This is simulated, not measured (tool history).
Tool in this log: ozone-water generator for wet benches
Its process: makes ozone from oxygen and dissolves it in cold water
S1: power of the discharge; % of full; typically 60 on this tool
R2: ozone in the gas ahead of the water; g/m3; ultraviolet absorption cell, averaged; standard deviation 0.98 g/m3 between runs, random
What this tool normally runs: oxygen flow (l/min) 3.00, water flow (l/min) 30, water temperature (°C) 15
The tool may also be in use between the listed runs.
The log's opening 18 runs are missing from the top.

run 19 hour=824.3 | S1=60 oxygen_flow_(l/min)=3.30 water_flow_(l/min)=30 water_temperature_(°C)=15 | dissolved_ozone_(ppm)=8.0 R2=147.4
run 20 hour=857.5 | S1=48 oxygen_flow_(l/min)=1.69 water_flow_(l/min)=31 water_temperature_(°C)=13 | dissolved_ozone_(ppm)=5.8 R2=192.2
run 21 hour=887.0 | S1=48 oxygen_flow_(l/min)=1.69 water_flow_(l/min)=31 water_temperature_(°C)=13 | dissolved_ozone_(ppm)=5.8 R2=191.6
run 22 hour=921.6 | S1=60 oxygen_flow_(l/min)=3.00 water_flow_(l/min)=30 water_temperature_(°C)=16 | dissolved_ozone_(ppm)=8.0 R2=160.4
run 23 hour=982.0 | S1=92 oxygen_flow_(l/min)=3.00 water_flow_(l/min)=30 water_temperature_(°C)=14 | dissolved_ozone_(ppm)=11.4 R2=224.9
run 24 hour=1011.3 | S1=60 oxygen_flow_(l/min)=3.05 water_flow_(l/min)=30 water_temperature_(°C)=8 | dissolved_ozone_(ppm)=8.2 R2=156.0
run 25 hour=1037.9 | S1=60 oxygen_flow_(l/min)=3.05 water_flow_(l/min)=30 water_temperature_(°C)=8 | dissolved_ozone_(ppm)=8.3 R2=155.5
-- hour=1071.5 water thermometer calibrated
run 26 hour=1080.3 | S1=60 oxygen_flow_(l/min)=4.16 water_flow_(l/min)=44 water_temperature_(°C)=12 | dissolved_ozone_(ppm)=5.2 R2=127.7
run 27 hour=1121.8 | S1=60 oxygen_flow_(l/min)=3.00 water_flow_(l/min)=41 water_temperature_(°C)=15 | dissolved_ozone_(ppm)=5.4 R2=156.3
run 28 hour=1179.4 | S1=60 oxygen_flow_(l/min)=2.66 water_flow_(l/min)=41 water_temperature_(°C)=15 | dissolved_ozone_(ppm)=4.8 R2=168.9
run 29 hour=1225.8 | S1=94 oxygen_flow_(l/min)=3.00 water_flow_(l/min)=30 water_temperature_(°C)=12 | dissolved_ozone_(ppm)=11.6 R2=225.9
run 30 hour=1282.3 | S1=94 oxygen_flow_(l/min)=3.00 water_flow_(l/min)=30 water_temperature_(°C)=12 | dissolved_ozone_(ppm)=11.4 R2=225.3
run 31 hour=1342.6 | S1=49 oxygen_flow_(l/min)=3.00 water_flow_(l/min)=30 water_temperature_(°C)=14 | dissolved_ozone_(ppm)=6.7 R2=131.8
run 32 hour=1389.6 | S1=49 oxygen_flow_(l/min)=3.00 water_flow_(l/min)=21 water_temperature_(°C)=14 | dissolved_ozone_(ppm)=10.2 R2=132.0

4 options for the next run, each taken on its own from the tool as it stands now. Forecast them:
run A hour=1436.5 | S1=60 oxygen_flow_(l/min)=3.00 water_flow_(l/min)=30 water_temperature_(°C)=13 | dissolved_ozone_(ppm)=? R2=?
run B hour=1436.5 | S1=40 oxygen_flow_(l/min)=3.00 water_flow_(l/min)=30 water_temperature_(°C)=10 | dissolved_ozone_(ppm)=? R2=?
run C hour=1436.5 | S1=49 oxygen_flow_(l/min)=3.00 water_flow_(l/min)=21 water_temperature_(°C)=8 | dissolved_ozone_(ppm)=? R2=?
run D hour=1436.5 | S1=60 oxygen_flow_(l/min)=3.00 water_flow_(l/min)=47 water_temperature_(°C)=12 | dissolved_ozone_(ppm)=? R2=?

run=A dissolved_ozone_(ppm)=7.8 R2=156.2
run=B dissolved_ozone_(ppm)=5.6 R2=111.7
run=C dissolved_ozone_(ppm)=10.6 R2=131.5
run=D dissolved_ozone_(ppm)=4.4 R2=153.7
Take away the tool's hidden state, keep each run's random variation, and the runs would have read:
run=A dissolved_ozone_(ppm)=9.2 R2=169.9
run=B dissolved_ozone_(ppm)=6.4 R2=117.4
run=C dissolved_ozone_(ppm)=12.1 R2=140.7
run=D dissolved_ozone_(ppm)=5.3 R2=167.2
